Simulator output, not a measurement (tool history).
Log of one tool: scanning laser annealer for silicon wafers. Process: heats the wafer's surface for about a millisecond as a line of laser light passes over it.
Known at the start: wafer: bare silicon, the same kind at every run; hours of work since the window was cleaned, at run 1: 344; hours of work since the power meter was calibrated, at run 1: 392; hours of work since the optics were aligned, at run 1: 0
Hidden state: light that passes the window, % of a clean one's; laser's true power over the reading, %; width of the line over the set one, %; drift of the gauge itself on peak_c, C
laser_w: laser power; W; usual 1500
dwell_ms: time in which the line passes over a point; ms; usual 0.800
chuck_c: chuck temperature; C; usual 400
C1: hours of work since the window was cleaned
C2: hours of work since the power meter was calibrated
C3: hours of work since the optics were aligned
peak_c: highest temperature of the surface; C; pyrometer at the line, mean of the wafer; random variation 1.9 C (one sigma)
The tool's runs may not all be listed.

run 1 hour=0.0 | laser_w=1500 dwell_ms=0.800 chuck_c=400 | C1=344 C2=392 C3=0 | peak_c=1146
run 2 hour=29.9 | laser_w=1500 dwell_ms=0.800 chuck_c=400 | C1=357 C2=405 C3=13 | peak_c=1142
run 3 hour=56.8 | laser_w=1500 dwell_ms=0.800 chuck_c=400 | C1=368 C2=416 C3=24 | peak_c=1142
-- hour=75.4 window over the wafer cleaned
run 4 hour=78.2 | laser_w=1500 dwell_ms=0.800 chuck_c=400 | C1=1 C2=425 C3=33 | peak_c=1197
run 5 hour=98.6 | laser_w=1500 dwell_ms=0.941 chuck_c=400 | C1=10 C2=433 C3=42 | peak_c=1251
run 6 hour=113.2 | laser_w=1500 dwell_ms=0.941 chuck_c=400 | C1=16 C2=440 C3=48 | peak_c=1249
run 7 hour=142.5 | laser_w=1500 dwell_ms=0.941 chuck_c=400 | C1=29 C2=452 C3=60 | peak_c=1249
run 8 hour=173.3 | laser_w=1500 dwell_ms=0.941 chuck_c=400 | C1=42 C2=465 C3=74 | peak_c=1247
run 9 hour=196.1 | laser_w=1500 dwell_ms=0.941 chuck_c=400 | C1=52 C2=475 C3=83 | peak_c=1246
run 10 hour=222.1 | laser_w=1500 dwell_ms=0.633 chuck_c=400 | C1=63 C2=486 C3=95 | peak_c=1108
run 11 hour=252.9 | laser_w=1500 dwell_ms=0.633 chuck_c=400 | C1=76 C2=500 C3=108 | peak_c=1109
run 12 hour=275.4 | laser_w=1500 dwell_ms=0.800 chuck_c=400 | C1=86 C2=509 C3=118 | peak_c=1182
run 13 hour=305.7 | laser_w=1316 dwell_ms=0.800 chuck_c=400 | C1=99 C2=522 C3=131 | peak_c=1065
run 14 hour=327.8 | laser_w=1316 dwell_ms=0.800 chuck_c=400 | C1=109 C2=532 C3=140 | peak_c=1062
run 15 hour=346.5 | laser_w=1316 dwell_ms=0.800 chuck_c=400 | C1=117 C2=540 C3=148 | peak_c=1061
run 16 hour=365.3 | laser_w=1316 dwell_ms=0.800 chuck_c=400 | C1=125 C2=548 C3=156 | peak_c=1061
run 17 hour=383.0 | laser_w=1316 dwell_ms=0.597 chuck_c=400 | C1=132 C2=556 C3=164 | peak_c=981
run 18 hour=407.7 | laser_w=1316 dwell_ms=0.708 chuck_c=400 | C1=143 C2=566 C3=174 | peak_c=1023
run 19 hour=422.9 | laser_w=1316 dwell_ms=0.708 chuck_c=400 | C1=149 C2=573 C3=181 | peak_c=1027
run 20 hour=450.8 | laser_w=1316 dwell_ms=0.708 chuck_c=400 | C1=161 C2=585 C3=193 | peak_c=1021
run 21 hour=465.6 | laser_w=1316 dwell_ms=0.708 chuck_c=400 | C1=168 C2=591 C3=199 | peak_c=1021

The next listed run, before its measurement:
run 22 hour=483.4 | laser_w=1316 dwell_ms=0.708 chuck_c=400 | C1=175 C2=599 C3=207 | peak_c=?

{"run 22": {"peak_c": 1017}}
Without the tool's hidden state the same run would have given peak_c 1044 C.
